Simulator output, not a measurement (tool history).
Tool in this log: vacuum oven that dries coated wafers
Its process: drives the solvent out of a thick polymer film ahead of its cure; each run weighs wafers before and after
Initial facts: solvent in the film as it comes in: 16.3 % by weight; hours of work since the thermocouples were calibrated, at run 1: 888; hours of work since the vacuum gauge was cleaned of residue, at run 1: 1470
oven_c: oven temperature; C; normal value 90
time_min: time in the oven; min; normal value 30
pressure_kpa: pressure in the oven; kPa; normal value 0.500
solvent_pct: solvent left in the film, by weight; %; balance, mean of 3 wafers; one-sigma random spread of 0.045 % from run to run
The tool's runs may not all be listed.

run    hour  oven_c  time_min  pressure_kpa  hours of work since the thermocouples were calibrated  hours of work since the vacuum gauge was cleaned of residue  solvent_pct
  1     0.0      90        30         0.500                                                    888                                                         1470         2.26
  2    26.8      90        36         0.500                                                    910                                                         1491         1.75
  3    77.6      90        22         0.500                                                    950                                                         1532         3.59
  4   125.0      90        22         0.500                                                    988                                                         1570         3.62
  5   177.3      90        22         0.500                                                   1030                                                         1612         3.57
  6   223.7      80        30         0.500                                                   1067                                                         1649         5.44
      262.2  -- oven's thermocouples calibrated
  7   276.0      80        30         0.500                                                     11                                                         1689         4.33
  8   322.9      80        30         0.500                                                     48                                                         1726         4.33
  9   366.0      78        30         0.500                                                     83                                                         1761         4.95
 10   408.4      78        30         0.500                                                    117                                                         1795         5.10
 11   449.9      97        30         0.500                                                    150                                                         1828         0.85
 12   479.6      97        30         0.500                                                    174                                                         1851         0.79
 13   534.9      90        44         0.500                                                    218                                                         1896         1.02
 14   577.2      90        44         0.500                                                    252                                                         1929         1.14
 15   602.2      90        30         0.500                                                    272                                                         1949         1.84
 16   632.2      93        30         0.500                                                    295                                                         1973         1.48
 17   668.7      93        30         0.500                                                    325                                                         2002         1.41
 18   721.8      93        30         0.500                                                    367                                                         2045         1.43
 19   752.6     102        30         0.500                                                    392                                                         2069         0.54
 20   790.8     102        30         0.351                                                    422                                                         2100         0.59
 21   832.8     102        30         0.351                                                    456                                                         2133         0.56
 22   869.5     102        30         0.351                                                    485                                                         2163         0.53
 23   910.5      90        30         1.322                                                    518                                                         2195         2.47
 24   948.5      90        30         1.322                                                    548                                                         2226         2.52
 25   991.4      88        41         0.309                                                    582                                                         2260         1.47
 26  1015.3      89        41         0.309                                                    601                                                         2279         1.36
 27  1053.3      89        41         0.309                                                    632                                                         2309         1.40
 28  1107.2      89        41         0.309                                                    675                                                         2353         1.44
 29  1140.3      76        15         0.309                                                    701                                                         2379         9.14
 30  1178.7      76        15         0.309                                                    732                                                         2410         9.01
 31  1219.6      90        20         0.528                                                    764                                                         2442         3.71
 32  1266.8     102        15         0.328                                                    802                                                         2480         1.88
 33  1315.4     102        15         0.328                                                    841                                                         2519         1.80
 34  1348.5      90        30         0.350                                                    867                                                         2545         2.13
 35  1398.6      90        30         0.350                                                    907                                                         2585         2.19
 36  1424.4      90        30         1.720                                                    928                                                         2606         3.02
 37  1452.9      90        30         1.720                                                    951                                                         2629         2.93
 38  1498.0     104        52         0.409                                                    987                                                         2665         0.50
 39  1538.6     104        52         0.409                                                   1019                                                         2697         0.57
 40  1576.6      81        23         0.535                                                   1050                                                         2727         6.10
 41  1609.9      77        23         0.535                                                   1076                                                         2754         7.31
     1635.8  -- oven's thermocouples calibrated
 42  1644.4      77        26         0.934                                                      7                                                         2780         6.49
 43  1679.0     104        32         1.942                                                     34                                                         2807         1.04
     1696.7  -- vacuum gauge cleaned of residue and calibrated
 44  1707.5     104        32         1.942                                                     56                                                            9         0.78
 45  1754.9      99        40         1.408                                                     94                                                           46         0.62
 46  1787.0      99        40         1.408                                                    120                                                           72         0.68
 47  1837.0      99        40         1.408                                                    160                                                          112         0.61

The logged runs with the hidden state left out (each run's random variation unchanged):
Hidden conditions of the tool in this case: true wafer temperature over the reading, C; true pressure over the reading, kPa; drift of the gauge itself on solvent_pct, %.
run  solvent_pct
  1         1.42
  2         0.99
  3         2.51
  4         2.51
  5         2.46
  6         4.00
  7         3.91
  8         3.88
  9         4.46
 10         4.56
 11         0.55
 12         0.48
 13         0.61
 14         0.72
 15         1.37
 16         1.05
 17         0.97
 18         0.97
 19         0.26
 20         0.30
 21         0.25
 22         0.23
 23         1.84
 24         1.87
 25         0.84
 26         0.74
 27         0.77
 28         0.79
 29         8.31
 30         8.16
 31         2.84
 32         1.28
 33         1.17
 34         1.30
 35         1.34
 36         2.10
 37         2.00
 38         0.16
 39         0.22
 40         4.84
 41         6.01
 42         5.85
 43         0.72
 44         0.77
 45         0.60
 46         0.66
 47         0.58
